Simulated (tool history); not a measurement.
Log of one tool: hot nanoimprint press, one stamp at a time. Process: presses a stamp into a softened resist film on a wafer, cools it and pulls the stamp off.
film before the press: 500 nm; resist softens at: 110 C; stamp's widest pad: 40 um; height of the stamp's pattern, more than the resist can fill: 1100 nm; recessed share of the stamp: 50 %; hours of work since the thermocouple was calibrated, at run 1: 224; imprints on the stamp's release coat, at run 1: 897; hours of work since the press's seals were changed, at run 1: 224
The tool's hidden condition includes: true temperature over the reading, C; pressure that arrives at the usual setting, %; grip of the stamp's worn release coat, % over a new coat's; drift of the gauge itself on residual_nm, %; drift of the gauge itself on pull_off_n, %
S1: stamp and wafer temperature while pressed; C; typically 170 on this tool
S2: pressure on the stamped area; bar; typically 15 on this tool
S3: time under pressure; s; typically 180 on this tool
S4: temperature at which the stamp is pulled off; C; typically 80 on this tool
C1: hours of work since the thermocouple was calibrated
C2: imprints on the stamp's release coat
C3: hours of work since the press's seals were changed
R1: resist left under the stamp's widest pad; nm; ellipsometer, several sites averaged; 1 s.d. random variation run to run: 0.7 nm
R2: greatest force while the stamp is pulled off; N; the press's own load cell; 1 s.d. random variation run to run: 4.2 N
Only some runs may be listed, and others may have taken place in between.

run   hour   S1    S2   S3  S4   C1    C2   C3     R1   R2
  1      0  170    15  180  80  224   897  224  237.2  256
  2    6.2  170    15  180  80  228   918  228  239.4  265
  3     14  170    15  180  80  232   944  232  236.5  259
  4   22.9  170    15  180  80  237   974  237  236.2  261
  5   27.9  170    15  328  80  239   991  239  187.1  260
  6   33.7  170    15  328  80  242  1011  242  186.8  261
  7   40.1  170    15  328  80  246  1032  246  186.8  268
  8   46.1  170    15  328  80  249  1053  249  187.1  272
  9     55  170    15  322  80  254  1083  254  187.7  280
 10   62.3  168    15  180  80  258  1107  258  252.8  282
 11   72.3  168    15  180  80  263  1141  263  252.1  261
 12     79  170  14.6  180  80  267  1164  267  237.6  279
 13   85.6  170  17.9  180  80  270  1186  270  218.5  272
 14   90.6  170  17.9  180  80  273  1203  273  218.4  277
 15     96  170    15  116  80  276  1221  276  274.3  274
 16  103.8  170    15  188  66  280  1247  280  231.2  360
 17  111.6  170   9.4  188  78  284  1273  284  281.2  289
 18  121.3  180  14.1  191  76  290  1306  290  168.4  307
 19  127.9  170    15  105  66  293  1328  293  283.4  366
 20  134.5  170    15  105  66  297  1351  297  282.5  373
 21  142.8  170    15  275  77  301  1379  301  198.7  310
 22  150.7  170    15  275  77  306  1405  306  199.8  311
 23  160.6  170    15   95  67  311  1439  311  292.4  380
 24  168.2  170    15   95  67  315  1464  315  292.9  374
 25  175.9  171  10.1  139  75  319  1490  319  291.5  323
 26  183.3  161  10.1  139  75  323  1515  323  377.1  327
 27  189.6  170    15  172  78  327  1537  327  238.1  313
 28    199  167  14.4  282  86  332  1568  332  223.4  264
 29    206  170  19.5  180  80  335  1592  335  208.5  300

Forecast each of these 4 alternatives for the next run:
  A  211.5  180  19.5  119  75  338  1611  338   ?   ?
  B  211.5  170    15  180  88  338  1611  338   ?   ?
  C  211.5  161  14.8  180  71  338  1611  338   ?   ?
  D  211.5  181  19.5  180  80  338  1611  338   ?   ?

run     R1   R2
  A  174.6  345
  B    234  253
  C  313.8  353
  D  141.8  303
Without the tool's unlogged condition, the same runs would have read:
run     R1   R2
  A  180.1  231
  B  242.6  170
  C  324.4  235
  D  146.4  202
